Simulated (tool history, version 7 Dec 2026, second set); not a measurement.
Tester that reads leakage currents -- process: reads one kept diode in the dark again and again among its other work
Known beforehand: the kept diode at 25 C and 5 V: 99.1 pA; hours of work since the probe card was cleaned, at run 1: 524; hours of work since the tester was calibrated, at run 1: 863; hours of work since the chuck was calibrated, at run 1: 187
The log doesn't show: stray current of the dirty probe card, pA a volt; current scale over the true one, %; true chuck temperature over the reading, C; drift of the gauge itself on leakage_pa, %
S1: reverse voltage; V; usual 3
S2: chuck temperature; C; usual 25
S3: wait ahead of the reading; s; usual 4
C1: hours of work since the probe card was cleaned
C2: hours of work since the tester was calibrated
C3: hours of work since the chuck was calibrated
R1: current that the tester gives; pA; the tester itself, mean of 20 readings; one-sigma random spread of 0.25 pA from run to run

| run | hour | S1 | S2 | S3 | C1 | C2 | C3 | R1 |
|---|---|---|---|---|---|---|---|---|
| 1 | 0 | 3 | 25 | 4 | 524 | 863 | 187 | 80.4 |
| 2 | 24.3 | 3 | 29 | 4 | 540 | 878 | 203 | 111.24 |
| 3 | 47.5 | 3 | 43 | 4 | 554 | 893 | 217 | 327.43 |
| 4 | 82.6 | 3 | 25 | 0.67 | 576 | 915 | 239 | 81.36 |
| 5 | 103 | 3 | 25 | 0.67 | 589 | 928 | 252 | 81.3 |
| 6 | 125.6 | 13.17 | 25 | 4 | 604 | 942 | 267 | 150.04 |
| 7 | 159.3 | 13.17 | 25 | 4 | 625 | 963 | 288 | 150.61 |
| 8 | 179 | 3 | 25 | 4 | 637 | 976 | 300 | 80.25 |
| 9 | 213.7 | 3 | 45 | 4 | 659 | 998 | 322 | 380.55 |
| 10 | 240.6 | 3 | 45 | 4 | 676 | 1015 | 339 | 378.5 |
| 11 | 274.2 | 3 | 45 | 4 | 697 | 1036 | 360 | 376.87 |
| 12 | 294.4 | 3 | 25 | 4 | 710 | 1049 | 373 | 79.97 |
| 13 | 315.4 | 9.75 | 25 | 4 | 723 | 1062 | 386 | 132.84 |
| 14 | 349.7 | 3 | 25 | 4 | 745 | 1084 | 408 | 80.02 |
| 15 | 384.5 | 3 | 25 | 4 | 767 | 1106 | 430 | 80.22 |
| 16 | 417.9 | 3 | 25 | 4 | 788 | 1127 | 451 | 80.32 |
| 17 | 444.5 | 1.41 | 25 | 4 | 805 | 1143 | 468 | 58.19 |
| 18 | 463.9 | 3 | 38 | 4 | 817 | 1156 | 480 | 223.26 |
| 19 | 481.1 | 3 | 25 | 4 | 828 | 1167 | 491 | 80.34 |
| 20 | 508.6 | 3 | 25 | 4 | 845 | 1184 | 508 | 80.53 |
| 21 | 534.5 | 3 | 25 | 4 | 862 | 1200 | 525 | 80.2 |
| 22 | 569 | 3 | 25 | 4 | 883 | 1222 | 547 | 79.93 |
| 23 | 604.2 | 3 | 25 | 4 | 906 | 1244 | 569 | 79.76 |
| 24 | 639.7 | 1.07 | 37 | 0.64 | 928 | 1267 | 591 | 135.47 |
| 25 | 673.7 | 1.07 | 37 | 0.64 | 950 | 1288 | 613 | 135.47 |
| 26 | 696 | 2 | 25 | 3.73 | 964 | 1302 | 627 | 67.59 |
| 27 | 728.5 | 2 | 25 | 3.73 | 984 | 1323 | 647 | 67.32 |
| 28 | 751.1 | 10.83 | 25 | 1.93 | 998 | 1337 | 661 | 139.28 |
| 29 | 775.5 | 4.39 | 44 | 4 | 1014 | 1352 | 677 | 413.74 |
| 30 | 796.9 | 3 | 25 | 2.47 | 1027 | 1366 | 690 | 80.32 |
| 31 | 818 | 3 | 25 | 0.78 | 1041 | 1379 | 704 | 80.97 |
| 32 | 855.1 | 15.26 | 20 | 9.19 | 1064 | 1403 | 727 | 104.84 |
| 33 | 871.5 | 17.34 | 60 | 2.15 | 1074 | 1413 | 738 | 2257.72 |
| 34 | 896.1 | 17.34 | 60 | 2.15 | 1090 | 1429 | 753 | 2251.69 |
| 35 | 933.6 | 6.2 | 34 | 3.89 | 1114 | 1452 | 777 | 224.64 |
| 36 | 960.9 | 6.2 | 34 | 3.89 | 1131 | 1470 | 794 | 225.07 |
| 37 | 976.9 | 12.24 | 34 | 4.18 | 1141 | 1480 | 804 | 300 |
| 38 | 1007.9 | 12.24 | 34 | 4.18 | 1161 | 1499 | 824 | 299.26 |
| 39 | 1030.4 | 12.24 | 34 | 4.18 | 1175 | 1513 | 838 | 299.86 |
| 40 | 1067.1 | 12.24 | 34 | 4.18 | 1198 | 1537 | 861 | 299.57 |

Selected run-to-run steps in R1, each split into two signed amounts: the part the tool would show with no hidden state at all (from settings, incoming material and random variation), and the remainder, which goes to the hidden state together with any gauge scatter not common to the measured and the hidden-state-free results:
Run 29 -> 30: S1 4.39 -> 3, S2 44 -> 25, S3 4 -> 2.47. R1 -333.42 pA: hidden state -0.12, all else -333.3.
Run 32 -> 33: S1 15.26 -> 17.34, S2 20 -> 60, S3 9.19 -> 2.15. R1 +2152.88 pA: hidden state +0.76, all else +2152.12.
Run 34 -> 35: S1 17.34 -> 6.2, S2 60 -> 34, S3 2.15 -> 3.89. R1 -2027.05 pA: hidden state -0.75, all else -2026.3.

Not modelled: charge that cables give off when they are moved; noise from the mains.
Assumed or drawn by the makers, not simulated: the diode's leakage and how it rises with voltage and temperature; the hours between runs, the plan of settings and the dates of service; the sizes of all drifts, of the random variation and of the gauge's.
